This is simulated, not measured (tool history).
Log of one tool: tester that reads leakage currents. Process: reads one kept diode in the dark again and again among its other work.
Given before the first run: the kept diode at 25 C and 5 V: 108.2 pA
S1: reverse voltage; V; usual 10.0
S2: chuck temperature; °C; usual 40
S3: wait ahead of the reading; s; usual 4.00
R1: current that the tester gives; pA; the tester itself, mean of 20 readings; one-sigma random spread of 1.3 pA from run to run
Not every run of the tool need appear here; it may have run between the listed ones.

run    hour    S1  S2    S3      R1
  1     0.0  10.0  40  4.00  401.32
  2   153.9  10.0  40  4.00  400.56
  3   255.3  10.0  40  4.00  401.41
  4   376.3  10.0  40  4.00  400.00
  5   462.5  10.0  40  4.00  399.95
  6   553.4  10.0  40  4.00  398.98
      641.7  -- chuck's temperature calibrated
  7   669.1  10.0  40  4.00  381.59
  8   843.8  10.0  40  4.00  381.55
  9  1002.9  10.0  40  4.00  380.52
     1135.6  -- chuck's temperature calibrated, once more
 10  1208.2   5.8  53  0.40  821.22
 11  1308.5   2.9  42  0.56  290.58
 12  1466.1  11.1  38  0.66  401.52
 13  1651.1  11.1  38  0.66  400.34
 14  1814.8  10.0  25  9.88  147.80
 15  1941.9   5.8  25  2.00  115.55
 16  2096.0   3.0  24  4.00   79.07
 17  2202.6   3.0  24  8.05   78.87

Each row is a separate what-if for the run after 17, all from the same tool condition, not one after another. Results?
     2260.4  -- probe card cleaned and baked
  A  2382.8  18.3  24  4.39   ?
     2260.4  -- probe card cleaned and baked
  B  2382.8   3.0  25  8.36   ?
     2260.4  -- probe card cleaned and baked
  C  2382.8   1.6  40  4.00   ?
     2260.4  -- probe card cleaned and baked
  D  2382.8  10.0  24  5.34   ?

run      R1
  A  173.75
  B   83.47
  C  189.00
  D  132.83
With the hidden condition removed and each run's random variation left untouched, the same runs would have given:
run      R1
  A  179.21
  B   86.16
  C  194.48
  D  137.07
